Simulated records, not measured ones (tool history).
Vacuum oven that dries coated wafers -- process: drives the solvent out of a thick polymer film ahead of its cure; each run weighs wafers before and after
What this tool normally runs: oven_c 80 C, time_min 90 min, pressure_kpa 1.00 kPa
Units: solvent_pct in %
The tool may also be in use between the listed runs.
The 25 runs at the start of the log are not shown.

| run | day | oven_c | time_min | pressure_kpa | hours of work since the thermocouples were calibrated | hours of work since the vacuum gauge was cleaned of residue | solvent_pct |
|---|---|---|---|---|---|---|---|
| 26 | 18.054 | 71 | 63 | 3.06 | 53 | 515 | 7.42 |
| 27 | 18.892 | 85 | 45 | 3.06 | 63 | 525 | 4.16 |
| 28 | 19.850 | 80 | 55 | 3.85 | 74 | 537 | 4.93 |
| 29 | 20.808 | 80 | 90 | 1.61 | 86 | 549 | 1.91 |
| 30 | 21.542 | 80 | 90 | 1.61 | 95 | 558 | 1.92 |
| 31 | 22.188 | 79 | 90 | 1.16 | 103 | 565 | 1.97 |
| 32 | 23.154 | 79 | 90 | 1.16 | 115 | 577 | 2.04 |
| 33 | 23.933 | 82 | 90 | 3.67 | 124 | 587 | 2.08 |
| 34 | 24.550 | 82 | 90 | 3.67 | 131 | 594 | 2.15 |
| 35 | 25.054 | 82 | 90 | 3.67 | 138 | 600 | 2.15 |
| 36 | 25.929 | 82 | 90 | 3.67 | 148 | 611 | 2.03 |
| 37 | 26.821 | 73 | 153 | 1.00 | 159 | 622 | 1.34 |
| 38 | 27.458 | 81 | 119 | 3.09 | 167 | 629 | 1.52 |
| 39 | 27.854 | 80 | 90 | 3.40 | 172 | 634 | 2.47 |
| 40 | 28.438 | 86 | 133 | 1.71 | 179 | 641 | 0.57 |
| 41 | 28.946 | 69 | 93 | 0.53 | 185 | 647 | 4.54 |
| 42 | 29.875 | 69 | 93 | 0.53 | 196 | 659 | 4.53 |
| 43 | 30.662 | 74 | 93 | 1.00 | 206 | 668 | 3.09 |
| 44 | 31.129 | 82 | 80 | 0.56 | 211 | 674 | 1.52 |
| 45 | 32.067 | 95 | 152 | 1.00 | 223 | 685 | 0.21 |
| 46 | 32.704 | 95 | 61 | 0.57 | 230 | 693 | 0.51 |

Consider 3 possible next runs. They are alternatives, not a sequence: every one starts from the tool as it was left by run 46. What does each give?
| A | 33.517 | 80 | 132 | 1.03 | 240 | 703 | ? |
| B | 33.517 | 95 | 112 | 0.50 | 240 | 703 | ? |
| C | 33.517 | 80 | 85 | 1.00 | 240 | 703 | ? |

| run | solvent_pct |
|---|---|
| A | 0.74 |
| B | 0.24 |
| C | 1.86 |
Take away the tool's hidden state, keep each run's random variation, and the runs would have read:
| run | solvent_pct |
|---|---|
| A | 0.68 |
| B | 0.18 |
| C | 1.87 |
